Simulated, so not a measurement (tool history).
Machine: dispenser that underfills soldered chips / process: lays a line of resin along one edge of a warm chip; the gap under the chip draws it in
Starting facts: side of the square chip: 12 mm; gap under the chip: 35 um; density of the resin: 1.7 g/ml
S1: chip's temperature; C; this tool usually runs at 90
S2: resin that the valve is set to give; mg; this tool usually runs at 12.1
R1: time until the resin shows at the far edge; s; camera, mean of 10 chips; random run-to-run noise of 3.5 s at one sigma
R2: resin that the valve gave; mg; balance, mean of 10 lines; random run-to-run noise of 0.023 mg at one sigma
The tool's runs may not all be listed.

{"run": 1, "hour": 0.0, "S1": 90, "S2": 12.1, "R1": 414.5, "R2": 11.75}
{"hour": 5.5, "done": "new syringe of resin"}
{"run": 2, "hour": 10.5, "S1": 90, "S2": 12.5, "R1": 378.2, "R2": 12.13}
{"run": 3, "hour": 17.7, "S1": 84, "S2": 12.5, "R1": 610.1, "R2": 12.11}
{"hour": 19.6, "done": "new syringe of resin"}
{"run": 4, "hour": 23.4, "S1": 82, "S2": 12.5, "R1": 529.4, "R2": 12.1}
{"run": 5, "hour": 33.3, "S1": 82, "S2": 12.5, "R1": 690.1, "R2": 12.04}
{"hour": 34.3, "done": "new syringe of resin"}
{"hour": 44.4, "done": "dispensing valve cleaned and set on the balance"}
{"run": 6, "hour": 44.8, "S1": 76, "S2": 12.1, "R1": 805.6, "R2": 12.15}
{"hour": 50.4, "done": "new syringe of resin"}
{"run": 7, "hour": 50.7, "S1": 98, "S2": 12.1, "R1": 232.4, "R2": 12.16}
{"run": 8, "hour": 58.6, "S1": 98, "S2": 12.1, "R1": 283.8, "R2": 12.05}
{"hour": 64.6, "done": "new syringe of resin"}
{"run": 9, "hour": 68.4, "S1": 98, "S2": 12.1, "R1": 254.5, "R2": 12.08}
{"hour": 79.4, "done": "new syringe of resin"}
{"run": 10, "hour": 81.4, "S1": 90, "S2": 12.1, "R1": 339.9, "R2": 12.03}
{"hour": 93.7, "done": "new syringe of resin"}
{"run": 11, "hour": 94.3, "S1": 90, "S2": 12.1, "R1": 328.9, "R2": 12.01}
{"run": 12, "hour": 104.4, "S1": 90, "S2": 12.1, "R1": 436.8, "R2": 12.0}
{"hour": 107.9, "done": "new syringe of resin"}
{"run": 13, "hour": 116.3, "S1": 90, "S2": 12.1, "R1": 399.7, "R2": 11.91}
{"hour": 122.5, "done": "new syringe of resin"}
{"run": 14, "hour": 122.9, "S1": 90, "S2": 12.1, "R1": 327.1, "R2": 11.93}
{"run": 15, "hour": 131.7, "S1": 90, "S2": 12.1, "R1": 414.8, "R2": 11.92}
{"hour": 136.5, "done": "new syringe of resin"}
{"run": 16, "hour": 139.6, "S1": 90, "S2": 12.1, "R1": 356.2, "R2": 11.88}
{"run": 17, "hour": 147.8, "S1": 90, "S2": 11.6, "R1": 455.1, "R2": 11.35}
{"hour": 151.0, "done": "new syringe of resin"}
{"run": 18, "hour": 153.5, "S1": 83, "S2": 15.4, "R1": 452.9, "R2": 15.1}
{"hour": 165.7, "done": "new syringe of resin"}
{"run": 19, "hour": 166.1, "S1": 83, "S2": 15.4, "R1": 435.4, "R2": 15.08}
{"run": 20, "hour": 177.5, "S1": 88, "S2": 12.1, "R1": 492.9, "R2": 11.78}
{"hour": 180.2, "done": "new syringe of resin"}
{"run": 21, "hour": 188.7, "S1": 88, "S2": 12.1, "R1": 438.3, "R2": 11.74}
{"hour": 194.7, "done": "new syringe of resin"}
{"run": 22, "hour": 197.1, "S1": 88, "S2": 12.1, "R1": 367.5, "R2": 11.75}
{"run": 23, "hour": 202.5, "S1": 98, "S2": 12.1, "R1": 274.5, "R2": 11.76}
{"hour": 208.9, "done": "new syringe of resin"}
{"run": 24, "hour": 211.9, "S1": 77, "S2": 12.1, "R1": 636.6, "R2": 11.72}
{"run": 25, "hour": 218.1, "S1": 77, "S2": 11.2, "R1": 768.7, "R2": 10.79}
{"hour": 223.2, "done": "new syringe of resin"}
{"hour": 227.0, "done": "dispensing valve cleaned and set on the balance"}
{"run": 26, "hour": 227.7, "S1": 75, "S2": 14.6, "R1": 694.6, "R2": 14.68}
{"run": 27, "hour": 233.2, "S1": 75, "S2": 10.5, "R1": 868.0, "R2": 10.53}
{"hour": 238.7, "done": "new syringe of resin"}
{"run": 28, "hour": 245.6, "S1": 104, "S2": 12.1, "R1": 207.7, "R2": 12.12}
{"hour": 252.9, "done": "new syringe of resin"}
{"run": 29, "hour": 255.5, "S1": 104, "S2": 15.1, "R1": 179.6, "R2": 15.07}
{"run": 30, "hour": 262.5, "S1": 104, "S2": 15.1, "R1": 215.0, "R2": 15.06}
{"hour": 267.7, "done": "new syringe of resin"}
{"run": 31, "hour": 272.7, "S1": 83, "S2": 14.6, "R1": 482.6, "R2": 14.49}
{"hour": 282.3, "done": "new syringe of resin"}
{"run": 32, "hour": 284.4, "S1": 81, "S2": 12.7, "R1": 492.6, "R2": 12.58}
{"run": 33, "hour": 295.1, "S1": 81, "S2": 12.7, "R1": 646.6, "R2": 12.55}
{"hour": 297.0, "done": "new syringe of resin"}
{"run": 34, "hour": 307.2, "S1": 83, "S2": 15.4, "R1": 535.7, "R2": 15.18}

Each row is a separate what-if for the run after 34, all from the same tool condition, not one after another. Results?
{"hour": 311.5, "done": "new syringe of resin"}
{"run": "A", "hour": 318.0, "S1": 92, "S2": 15.4, "R1": "?", "R2": "?"}
{"hour": 311.5, "done": "new syringe of resin"}
{"run": "B", "hour": 318.0, "S1": 103, "S2": 15.4, "R1": "?", "R2": "?"}
{"hour": 311.5, "done": "new syringe of resin"}
{"run": "C", "hour": 318.0, "S1": 105, "S2": 15.4, "R1": "?", "R2": "?"}
{"hour": 311.5, "done": "new syringe of resin"}
{"run": "D", "hour": 318.0, "S1": 75, "S2": 11.5, "R1": "?", "R2": "?"}

run=A R1=332.7 R2=15.15
run=B R1=204.9 R2=15.18
run=C R1=189.0 R2=15.14
run=D R1=760.8 R2=11.35
Stripped of hidden state, with their random variation kept, the same runs would have yielded:
run=A R1=309.9 R2=15.38
run=B R1=189.7 R2=15.41
run=C R1=174.8 R2=15.37
run=D R1=713.7 R2=11.53
